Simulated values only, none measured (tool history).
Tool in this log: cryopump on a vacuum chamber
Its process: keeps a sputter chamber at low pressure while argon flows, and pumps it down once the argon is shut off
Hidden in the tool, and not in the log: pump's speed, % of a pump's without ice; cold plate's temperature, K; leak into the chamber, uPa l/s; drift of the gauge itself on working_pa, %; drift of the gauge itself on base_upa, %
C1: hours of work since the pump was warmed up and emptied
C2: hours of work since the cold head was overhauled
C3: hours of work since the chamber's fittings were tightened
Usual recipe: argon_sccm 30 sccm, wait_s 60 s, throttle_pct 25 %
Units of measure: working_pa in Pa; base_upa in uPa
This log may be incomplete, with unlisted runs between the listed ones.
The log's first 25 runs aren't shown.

run 26 day=58.271 | argon_sccm=54 wait_s=89 throttle_pct=51 | C1=47 C2=1397 C3=883 | working_pa=0.1263 base_upa=0.86
run 27 day=59.871 | argon_sccm=54 wait_s=174 throttle_pct=51 | C1=75 C2=1425 C3=911 | working_pa=0.1275 base_upa=0.73
run 28 day=62.367 | argon_sccm=30 wait_s=28 throttle_pct=25 | C1=119 C2=1469 C3=955 | working_pa=0.1436 base_upa=1.43
run 29 day=65.238 | argon_sccm=30 wait_s=28 throttle_pct=25 | C1=170 C2=1520 C3=1006 | working_pa=0.1446 base_upa=1.48
run 30 day=67.933 | argon_sccm=16 wait_s=113 throttle_pct=31 | C1=218 C2=1568 C3=1054 | working_pa=0.0634 base_upa=0.91
run 31 day=70.917 | argon_sccm=30 wait_s=22 throttle_pct=21 | C1=271 C2=1621 C3=1107 | working_pa=0.1754 base_upa=1.82
run 32 day=72.267 | argon_sccm=30 wait_s=22 throttle_pct=21 | C1=295 C2=1645 C3=1131 | working_pa=0.1756 base_upa=1.87
run 33 day=74.429 | argon_sccm=53 wait_s=35 throttle_pct=53 | C1=333 C2=1683 C3=1169 | working_pa=0.1316 base_upa=1.48

Here are 5 independent what-if runs from the current tool condition. What would each one return?
run A day=76.704 | argon_sccm=20 wait_s=68 throttle_pct=27 | C1=373 C2=1723 C3=1209 | working_pa=? base_upa=?
run B day=76.704 | argon_sccm=33 wait_s=94 throttle_pct=57 | C1=373 C2=1723 C3=1209 | working_pa=? base_upa=?
run C day=76.704 | argon_sccm=37 wait_s=192 throttle_pct=16 | C1=373 C2=1723 C3=1209 | working_pa=? base_upa=?
run D day=76.704 | argon_sccm=15 wait_s=128 throttle_pct=24 | C1=373 C2=1723 C3=1209 | working_pa=? base_upa=?
run E day=76.704 | argon_sccm=30 wait_s=60 throttle_pct=33 | C1=373 C2=1723 C3=1209 | working_pa=? base_upa=?

run=A working_pa=0.0933 base_upa=1.17
run=B working_pa=0.0782 base_upa=1.04
run=C working_pa=0.2824 base_upa=0.96
run=D working_pa=0.0777 base_upa=1.07
run=E working_pa=0.1162 base_upa=1.22
Stripped of hidden state, with their random variation kept, the same runs would have yielded:
run=A working_pa=0.0874 base_upa=0.55
run=B working_pa=0.0684 base_upa=0.43
run=C working_pa=0.2714 base_upa=0.32
run=D working_pa=0.0732 base_upa=0.43
run=E working_pa=0.1073 base_upa=0.59
